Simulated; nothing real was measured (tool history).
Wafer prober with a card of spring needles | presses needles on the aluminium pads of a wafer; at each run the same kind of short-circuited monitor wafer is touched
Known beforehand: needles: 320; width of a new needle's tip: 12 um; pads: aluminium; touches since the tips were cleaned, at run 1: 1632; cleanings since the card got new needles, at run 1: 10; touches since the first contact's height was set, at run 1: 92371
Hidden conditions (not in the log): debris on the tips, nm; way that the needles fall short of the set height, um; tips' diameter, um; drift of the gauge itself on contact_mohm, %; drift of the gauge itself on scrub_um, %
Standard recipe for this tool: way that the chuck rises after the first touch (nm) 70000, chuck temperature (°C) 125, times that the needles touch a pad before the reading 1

run,hour,way that the chuck rises after the first touch (nm),chuck temperature (°C),times that the needles touch a pad before the reading,touches since the tips were cleaned,cleanings since the card got new needles,touches since the first contact's height was set,resistance of one needle with its contact and lead (mohm),way that a needle slides on the pad (nm)
1,0.0,70000,125,1,1632,10,92371,284,12800
2,8.5,67000,125,1,4562,10,95301,338,12190
3,16.8,67000,125,1,7452,10,98191,354,12220
# hour 19.3: tips cleaned on abrasive film
4,25.9,70000,48,1,2299,11,101318,388,12650
5,33.5,70000,125,1,4907,11,103926,363,12670
# hour 43.2: tips cleaned on abrasive film
6,43.6,70000,125,1,126,12,107397,246,12670
7,47.8,70000,125,1,1592,12,108863,282,12670
8,54.2,70000,125,1,3774,12,111045,322,12760
9,58.9,70000,125,1,5422,12,112693,340,12630
# hour 66.8: tips cleaned on abrasive film
10,67.0,70000,125,1,79,13,115455,234,12600
11,75.0,70000,125,1,2863,13,118239,310,12610
# hour 77.2: tips cleaned on abrasive film, once more
12,82.5,70000,125,1,1829,14,120795,289,12640
13,92.0,70000,125,1,5100,14,124066,337,12670
14,98.3,70000,125,1,7306,14,126272,350,12630
# hour 100.7: tips cleaned on abrasive film
15,104.5,70000,125,1,1306,15,128359,282,12590
16,112.7,70000,125,1,4168,15,131221,334,12570
17,118.8,70000,125,1,6270,15,133323,351,12630
# hour 124.0: tips cleaned on abrasive film
18,125.8,70000,125,1,606,16,135694,259,12600
19,132.1,65000,71,1,2789,16,137877,322,11630
20,142.0,63000,33,2,6214,16,141302,307,11270
21,146.5,70000,125,3,7784,16,142872,275,12540
# hour 147.9: tips cleaned on abrasive film
22,154.9,81000,125,2,2446,17,145758,266,14590
23,163.2,81000,65,1,5296,17,148608,312,14590
24,169.8,52000,42,1,7592,17,150904,453,9250
# hour 171.3: tips cleaned on abrasive film
25,175.9,82000,125,1,1596,18,152975,271,14790
26,180.2,55000,125,1,3077,18,154456,369,9710
27,184.6,63000,27,1,4620,18,155999,367,11220
28,189.3,87000,66,1,6251,18,157630,301,15690
29,193.6,75000,66,1,7708,18,159087,340,13440
# hour 195.1: tips cleaned on abrasive film
# hour 195.4: height of the first contact set anew
30,200.6,70000,50,1,1823,19,1823,281,12920
31,204.9,59000,42,1,3294,19,3294,344,10920
32,212.2,59000,42,1,5835,19,5835,383,10920
# hour 218.7: tips cleaned on abrasive film
33,220.4,70000,43,2,622,20,8644,235,12950
34,229.8,70000,43,2,3876,20,11898,273,12960
35,234.5,70000,43,2,5496,20,13518,285,12910
# hour 242.1: tips cleaned on abrasive film
36,242.1,70000,93,3,0,21,16096,225,12930

Forecast each of these 3 alternatives for the next run:
A,251.4,76000,87,3,3226,21,19322,?,?
B,251.4,70000,110,1,3226,21,19322,?,?
C,251.4,69000,96,2,3226,21,19322,?,?

run,resistance of one needle with its contact and lead (mohm),way that a needle slides on the pad (nm)
A,247,14020
B,321,12930
C,277,12730
Take away the tool's hidden state, keep each run's random variation, and the runs would have read:
run,resistance of one needle with its contact and lead (mohm),way that a needle slides on the pad (nm)
A,216,14050
B,226,12960
C,218,12760

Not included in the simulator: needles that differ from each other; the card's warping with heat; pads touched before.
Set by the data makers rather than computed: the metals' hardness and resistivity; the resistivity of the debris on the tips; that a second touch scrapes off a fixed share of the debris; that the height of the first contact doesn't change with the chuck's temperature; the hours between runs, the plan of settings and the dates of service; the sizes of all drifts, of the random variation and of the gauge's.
